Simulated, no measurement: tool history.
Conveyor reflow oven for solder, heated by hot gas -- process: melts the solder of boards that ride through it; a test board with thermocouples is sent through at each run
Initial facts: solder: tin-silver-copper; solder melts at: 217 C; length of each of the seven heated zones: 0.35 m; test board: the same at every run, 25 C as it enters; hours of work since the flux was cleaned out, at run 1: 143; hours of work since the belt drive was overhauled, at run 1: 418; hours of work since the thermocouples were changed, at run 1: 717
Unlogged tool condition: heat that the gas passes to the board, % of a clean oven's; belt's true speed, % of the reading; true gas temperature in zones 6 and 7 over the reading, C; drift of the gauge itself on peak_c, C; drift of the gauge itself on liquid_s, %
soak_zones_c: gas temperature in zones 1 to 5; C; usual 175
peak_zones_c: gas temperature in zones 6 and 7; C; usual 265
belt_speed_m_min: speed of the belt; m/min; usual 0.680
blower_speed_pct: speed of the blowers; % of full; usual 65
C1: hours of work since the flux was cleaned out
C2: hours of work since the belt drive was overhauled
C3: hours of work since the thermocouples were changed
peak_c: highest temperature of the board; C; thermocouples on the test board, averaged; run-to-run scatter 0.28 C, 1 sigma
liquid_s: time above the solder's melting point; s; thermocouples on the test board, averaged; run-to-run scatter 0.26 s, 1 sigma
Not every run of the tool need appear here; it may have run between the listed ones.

Run 1, hour 0.0: usual settings; C1 143; C2 418; C3 717. Result: peak_c 247.5 C, liquid_s 42.5 s.
Run 2, hour 70.9: usual settings; C1 174; C2 449; C3 748. Result: peak_c 247.3 C, liquid_s 42.2 s.
At hour 89.3: flux residue cleaned out of gas plates and filters.
Run 3, hour 106.3: usual settings but soak_zones_c 170 C; C1 8; C2 463; C3 762. Result: peak_c 244.8 C, liquid_s 39.3 s.
Run 4, hour 155.8: usual settings but peak_zones_c 271 C; C1 29; C2 484; C3 784. Result: peak_c 251.1 C, liquid_s 44.6 s.
At hour 224.9: flux residue cleaned out of gas plates and filters, once more.
Run 5, hour 229.9: usual settings but peak_zones_c 271 C; C1 2; C2 515; C3 814. Result: peak_c 253.6 C, liquid_s 46.6 s.
Run 6, hour 303.0: usual settings but peak_zones_c 271 C; C1 35; C2 548; C3 847. Result: peak_c 253.5 C, liquid_s 46.2 s.
Run 7, hour 337.5: usual settings but soak_zones_c 182 C; C1 50; C2 563; C3 862. Result: peak_c 249.7 C, liquid_s 47.2 s.
Run 8, hour 383.5: usual settings but soak_zones_c 167 C; C1 70; C2 583; C3 882. Result: peak_c 246.1 C, liquid_s 39.6 s.
Run 9, hour 449.3: usual settings but soak_zones_c 167 C; C1 100; C2 612; C3 912. Result: peak_c 245.7 C, liquid_s 39.0 s.
Run 10, hour 516.4: usual settings; C1 129; C2 642; C3 941. Result: peak_c 247.8 C, liquid_s 43.2 s.
Run 11, hour 578.2: usual settings; C1 157; C2 670; C3 969. Result: peak_c 247.3 C, liquid_s 42.8 s.
At hour 631.8: flux residue cleaned out of gas plates and filters.
Run 12, hour 631.8: usual settings; C1 0; C2 691; C3 990. Result: peak_c 249.3 C, liquid_s 44.0 s.
Run 13, hour 701.0: usual settings but blower_speed_pct 53 % of full; C1 31; C2 722; C3 1021. Result: peak_c 244.0 C, liquid_s 39.3 s.
Run 14, hour 747.2: usual settings but blower_speed_pct 53 % of full; C1 51; C2 742; C3 1042. Result: peak_c 243.8 C, liquid_s 39.3 s.
Run 15, hour 788.1: usual settings but soak_zones_c 164 C, peak_zones_c 263 C, belt_speed_m_min 0.740 m/min, blower_speed_pct 53 % of full; C1 69; C2 761; C3 1060. Result: peak_c 235.6 C, liquid_s 25.5 s.
Run 16, hour 844.9: usual settings but peak_zones_c 266 C, belt_speed_m_min 0.686 m/min; C1 95; C2 786; C3 1085. Result: peak_c 248.7 C, liquid_s 43.7 s.
Run 17, hour 912.1: usual settings but peak_zones_c 273 C, belt_speed_m_min 0.549 m/min; C1 124; C2 816; C3 1115. Result: peak_c 262.1 C, liquid_s 64.1 s.
Run 18, hour 962.5: usual settings but peak_zones_c 272 C, belt_speed_m_min 0.549 m/min; C1 147; C2 838; C3 1137. Result: peak_c 260.6 C, liquid_s 63.7 s.
Run 19, hour 1009.6: usual settings but peak_zones_c 272 C, belt_speed_m_min 0.549 m/min; C1 168; C2 859; C3 1158. Result: peak_c 260.7 C, liquid_s 63.9 s.
At hour 1038.3: flux residue cleaned out of gas plates and filters.
Run 20, hour 1086.5: usual settings but peak_zones_c 272 C, belt_speed_m_min 0.549 m/min; C1 21; C2 891; C3 1190. Result: peak_c 261.9 C, liquid_s 64.8 s.
Run 21, hour 1131.3: usual settings but soak_zones_c 177 C, peak_zones_c 260 C, belt_speed_m_min 0.584 m/min, blower_speed_pct 72 % of full; C1 41; C2 911; C3 1210. Result: peak_c 251.8 C, liquid_s 55.9 s.

Each row is a separate what-if for the run after 21, all from the same tool condition, not one after another. Results?
Run A, hour 1175.6: usual settings but soak_zones_c 164 C, peak_zones_c 272 C, belt_speed_m_min 0.767 m/min, blower_speed_pct 72 % of full; C1 61; C2 930; C3 1229. Result: peak_c ?, liquid_s ?.
Run B, hour 1175.6: usual settings but soak_zones_c 177 C, peak_zones_c 280 C, belt_speed_m_min 0.584 m/min, blower_speed_pct 72 % of full; C1 61; C2 930; C3 1229. Result: peak_c ?, liquid_s ?.
Run C, hour 1175.6: usual settings but soak_zones_c 178 C; C1 61; C2 930; C3 1229. Result: peak_c ?, liquid_s ?.
Run D, hour 1175.6: usual settings but belt_speed_m_min 0.605 m/min, blower_speed_pct 70 % of full; C1 61; C2 930; C3 1229. Result: peak_c ?, liquid_s ?.

run  peak_c  liquid_s
  A   250.3      36.9
  B   269.7      64.8
  C   249.7      45.1
  D   253.6      54.3
The same runs, with their run-to-run variation unchanged, on a tool lacking any hidden condition would have given:
run  peak_c  liquid_s
  A   249.0      36.0
  B   268.0      63.6
  C   248.2      43.9
  D   251.9      53.0
